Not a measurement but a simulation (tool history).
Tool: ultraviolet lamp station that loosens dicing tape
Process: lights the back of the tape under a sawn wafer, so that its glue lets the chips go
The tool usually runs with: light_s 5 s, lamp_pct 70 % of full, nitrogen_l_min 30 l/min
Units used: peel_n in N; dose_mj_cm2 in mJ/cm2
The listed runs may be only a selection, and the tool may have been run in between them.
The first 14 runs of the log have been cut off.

{"run": 15, "hour": 604.2, "light_s": 5, "lamp_pct": 70, "nitrogen_l_min": 40, "peel_n": 1.306, "dose_mj_cm2": 289}
{"run": 16, "hour": 635.3, "light_s": 3, "lamp_pct": 70, "nitrogen_l_min": 40, "peel_n": 2.375, "dose_mj_cm2": 175}
{"run": 17, "hour": 666.3, "light_s": 3, "lamp_pct": 70, "nitrogen_l_min": 30, "peel_n": 2.61, "dose_mj_cm2": 173}
{"hour": 694.6, "done": "lamp changed"}
{"run": 18, "hour": 711.9, "light_s": 3, "lamp_pct": 70, "nitrogen_l_min": 15, "peel_n": 2.356, "dose_mj_cm2": 267}
{"run": 19, "hour": 767.9, "light_s": 4, "lamp_pct": 70, "nitrogen_l_min": 30, "peel_n": 1.15, "dose_mj_cm2": 348}
{"run": 20, "hour": 821.5, "light_s": 4, "lamp_pct": 70, "nitrogen_l_min": 56, "peel_n": 0.828, "dose_mj_cm2": 346}
{"run": 21, "hour": 868.1, "light_s": 4, "lamp_pct": 70, "nitrogen_l_min": 56, "peel_n": 0.799, "dose_mj_cm2": 345}
{"hour": 908.9, "done": "window cleaned of glue's vapour"}
{"run": 22, "hour": 912.9, "light_s": 9, "lamp_pct": 84, "nitrogen_l_min": 25, "peel_n": 0.276, "dose_mj_cm2": 1024}
{"run": 23, "hour": 942.4, "light_s": 9, "lamp_pct": 84, "nitrogen_l_min": 25, "peel_n": 0.284, "dose_mj_cm2": 1011}
{"run": 24, "hour": 1002.1, "light_s": 5, "lamp_pct": 86, "nitrogen_l_min": 38, "peel_n": 0.462, "dose_mj_cm2": 569}
{"run": 25, "hour": 1050.9, "light_s": 5, "lamp_pct": 73, "nitrogen_l_min": 30, "peel_n": 0.698, "dose_mj_cm2": 472}
{"run": 26, "hour": 1087.7, "light_s": 5, "lamp_pct": 72, "nitrogen_l_min": 30, "peel_n": 0.74, "dose_mj_cm2": 464}
{"run": 27, "hour": 1137.3, "light_s": 5, "lamp_pct": 90, "nitrogen_l_min": 30, "peel_n": 0.49, "dose_mj_cm2": 571}
{"run": 28, "hour": 1190.1, "light_s": 5, "lamp_pct": 63, "nitrogen_l_min": 14, "peel_n": 1.543, "dose_mj_cm2": 394}
{"run": 29, "hour": 1229.5, "light_s": 5, "lamp_pct": 76, "nitrogen_l_min": 32, "peel_n": 0.677, "dose_mj_cm2": 474}
{"run": 30, "hour": 1274.9, "light_s": 5, "lamp_pct": 76, "nitrogen_l_min": 32, "peel_n": 0.71, "dose_mj_cm2": 470}
{"run": 31, "hour": 1300.2, "light_s": 2, "lamp_pct": 76, "nitrogen_l_min": 36, "peel_n": 2.265, "dose_mj_cm2": 186}
{"run": 32, "hour": 1342.5, "light_s": 2, "lamp_pct": 76, "nitrogen_l_min": 36, "peel_n": 2.231, "dose_mj_cm2": 184}
{"run": 33, "hour": 1376.0, "light_s": 2, "lamp_pct": 98, "nitrogen_l_min": 57, "peel_n": 1.446, "dose_mj_cm2": 235}
{"run": 34, "hour": 1435.8, "light_s": 2, "lamp_pct": 98, "nitrogen_l_min": 57, "peel_n": 1.508, "dose_mj_cm2": 227}
{"run": 35, "hour": 1475.3, "light_s": 2, "lamp_pct": 89, "nitrogen_l_min": 28, "peel_n": 2.316, "dose_mj_cm2": 206}
{"run": 36, "hour": 1502.7, "light_s": 8, "lamp_pct": 75, "nitrogen_l_min": 29, "peel_n": 0.39, "dose_mj_cm2": 692}
{"run": 37, "hour": 1548.0, "light_s": 8, "lamp_pct": 75, "nitrogen_l_min": 29, "peel_n": 0.422, "dose_mj_cm2": 675}
{"run": 38, "hour": 1576.2, "light_s": 6, "lamp_pct": 81, "nitrogen_l_min": 46, "peel_n": 0.443, "dose_mj_cm2": 538}
{"run": 39, "hour": 1609.9, "light_s": 6, "lamp_pct": 96, "nitrogen_l_min": 46, "peel_n": 0.363, "dose_mj_cm2": 639}

Here are 4 independent what-if runs from the current tool condition. What would each one return?
{"run": "A", "hour": 1650.0, "light_s": 5, "lamp_pct": 63, "nitrogen_l_min": 30, "peel_n": "?", "dose_mj_cm2": "?"}
{"run": "B", "hour": 1650.0, "light_s": 10, "lamp_pct": 66, "nitrogen_l_min": 46, "peel_n": "?", "dose_mj_cm2": "?"}
{"run": "C", "hour": 1650.0, "light_s": 9, "lamp_pct": 70, "nitrogen_l_min": 30, "peel_n": "?", "dose_mj_cm2": "?"}
{"run": "D", "hour": 1650.0, "light_s": 5, "lamp_pct": 99, "nitrogen_l_min": 49, "peel_n": "?", "dose_mj_cm2": "?"}

run=A peel_n=1.180 dose_mj_cm2=342
run=B peel_n=0.295 dose_mj_cm2=725
run=C peel_n=0.382 dose_mj_cm2=685
run=D peel_n=0.400 dose_mj_cm2=541
What these runs would have given with no unlogged condition in the tool:
run=A peel_n=0.775 dose_mj_cm2=446
run=B peel_n=0.251 dose_mj_cm2=947
run=C peel_n=0.287 dose_mj_cm2=893
run=D peel_n=0.290 dose_mj_cm2=705
